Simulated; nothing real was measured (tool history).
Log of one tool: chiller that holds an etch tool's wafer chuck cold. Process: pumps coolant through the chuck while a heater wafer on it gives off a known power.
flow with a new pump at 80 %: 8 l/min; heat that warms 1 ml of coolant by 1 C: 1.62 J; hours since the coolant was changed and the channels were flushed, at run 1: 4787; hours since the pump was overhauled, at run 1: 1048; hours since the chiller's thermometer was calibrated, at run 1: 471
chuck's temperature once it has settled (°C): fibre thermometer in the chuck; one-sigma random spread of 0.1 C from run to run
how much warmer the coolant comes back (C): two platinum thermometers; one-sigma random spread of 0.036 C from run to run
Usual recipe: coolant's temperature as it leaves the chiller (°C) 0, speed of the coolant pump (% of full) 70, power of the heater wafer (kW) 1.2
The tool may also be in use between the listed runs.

run   hour  coolant's temperature as it leaves the chiller (°C)  speed of the coolant pump (% of full)  power of the heater wafer (kW)  hours since the coolant was changed and the channels were flushed  hours since the pump was overhauled  hours since the chiller's thermometer was calibrated  chuck's temperature once it has settled (°C)  how much warmer the coolant comes back (C)
  1      0                                                    0                                     70                             1.2                                                               4787                                 1048                                                   471                                          14.8                                        6.55
  2   18.7                                                    0                                     70                             1.2                                                               4806                                 1067                                                   490                                          14.9                                        6.58
  3   60.1                                                    0                                     70                             1.2                                                               4847                                 1108                                                   531                                            15                                        6.69
  4   93.1                                                    1                                     70                             1.2                                                               4880                                 1141                                                   564                                          15.8                                         6.7
  5    128                                                    0                                     81                             1.2                                                               4915                                 1176                                                   599                                          13.1                                        5.62
  6  169.6                                                    0                                     70                             1.2                                                               4957                                 1218                                                   640                                            15                                        6.67
  7  202.3                                                    0                                     70                             1.2                                                               4989                                 1251                                                   673                                            15                                        6.61
  8    232                                                    0                                     70                             1.2                                                               5019                                 1280                                                   703                                          15.1                                        6.63
  9  263.8                                                    0                                     70                             1.2                                                               5051                                 1312                                                   735                                          14.8                                        6.64
 10  294.4                                                    0                                     70                             1.2                                                               5082                                 1343                                                   765                                          15.1                                        6.68
 11  315.8                                                    0                                     70                             1.2                                                               5103                                 1364                                                   787                                          15.1                                        6.64
 12    344                                                    0                                     70                             1.2                                                               5131                                 1392                                                   815                                            15                                         6.7
 13    385                                                    0                                     70                             1.2                                                               5172                                 1433                                                   856                                          15.3                                        6.69
 14  430.8                                                    0                                     70                             1.2                                                               5218                                 1479                                                   902                                          15.2                                        6.63
 15  452.5                                                    0                                     70                             1.2                                                               5240                                 1501                                                   923                                          15.1                                        6.69
 16  495.1                                                    0                                     67                             1.2                                                               5282                                 1543                                                   966                                          15.7                                        7.04
 17  519.2                                                    0                                     67                             1.2                                                               5306                                 1567                                                   990                                          15.9                                        6.98
 18  553.3                                                    6                                     82                            0.75                                                               5340                                 1602                                                  1024                                          14.5                                        3.51
 19  575.3                                                    8                                     86                             1.2                                                               5363                                 1624                                                  1046                                          20.7                                        5.38
 20  600.3                                                   -2                                     77                           0.794                                                               5387                                 1649                                                  1071                                           7.4                                        4.01
 21  641.9                                                    0                                     77                           1.312                                                               5429                                 1690                                                  1113                                          15.6                                        6.61
 22  670.9                                                    0                                     77                           1.312                                                               5458                                 1719                                                  1142                                          15.6                                        6.55
 23  712.9                                                    0                                     69                           0.951                                                               5500                                 1761                                                  1184                                          12.2                                        5.41
 24  734.5                                                    0                                     78                             1.5                                                               5522                                 1783                                                  1205                                          17.6                                         7.4
 25  772.2                                                   -3                                     87                           0.731                                                               5559                                 1820                                                  1243                                           5.1                                         3.3
 26  811.6                                                   -9                                     74                           0.857                                                               5599                                 1860                                                  1282                                           1.8                                         4.5
 27  840.4                                                    8                                     98                           0.857                                                               5628                                 1889                                                  1311                                          16.4                                        3.36
 28  864.7                                                    2                                     98                            0.83                                                               5652                                 1913                                                  1336                                          10.2                                        3.24
 29  904.2                                                    0                                     88                           1.164                                                               5691                                 1952                                                  1375                                          12.7                                        5.19
 30  938.7                                                    0                                     88                           1.164                                                               5726                                 1987                                                  1410                                          12.6                                        5.14
 31  960.2                                                    8                                     88                           1.208                                                               5747                                 2008                                                  1431                                          21.1                                         5.3

Some steps in chuck's temperature once it has settled (°C), run to run, broken into two amounts with sign: the step expected even without the hidden condition (settings, incoming material, random variation), and the rest, left for the hidden condition together with whatever gauge scatter is not in both the measured and the hidden-condition-free result:
Hidden state present: heat passed by the chuck's channels, % of clean ones'; flow at a given pump speed, % of a new pump's; coolant's true temperature over the reading, C; drift of the gauge itself on chuck_c, C; drift of the gauge itself on warmer_back_c, C.
Run 17 -> 18: coolant's temperature as it leaves the chiller (°C) 0 -> 6, speed of the coolant pump (% of full) 67 -> 82, power of the heater wafer (kW) 1.2 -> 0.75. chuck's temperature once it has settled (°C) -1.4: hidden state -0.9, all else -0.5.
Run 19 -> 20: coolant's temperature as it leaves the chiller (°C) 8 -> -2, speed of the coolant pump (% of full) 86 -> 77, power of the heater wafer (kW) 1.2 -> 0.794. chuck's temperature once it has settled (°C) -13.3: hidden state -0.5, all else -12.8.
Run 20 -> 21: coolant's temperature as it leaves the chiller (°C) -2 -> 0, power of the heater wafer (kW) 0.794 -> 1.312. chuck's temperature once it has settled (°C) +8.2: hidden state +0.9, all else +7.3.
Run 24 -> 25: coolant's temperature as it leaves the chiller (°C) 0 -> -3, speed of the coolant pump (% of full) 78 -> 87, power of the heater wafer (kW) 1.5 -> 0.731. chuck's temperature once it has settled (°C) -12.5: hidden state -1.4, all else -11.1.
Run 26 -> 27: coolant's temperature as it leaves the chiller (°C) -9 -> 8, speed of the coolant pump (% of full) 74 -> 98. chuck's temperature once it has settled (°C) +14.6: hidden state -0.3, all else +14.9.
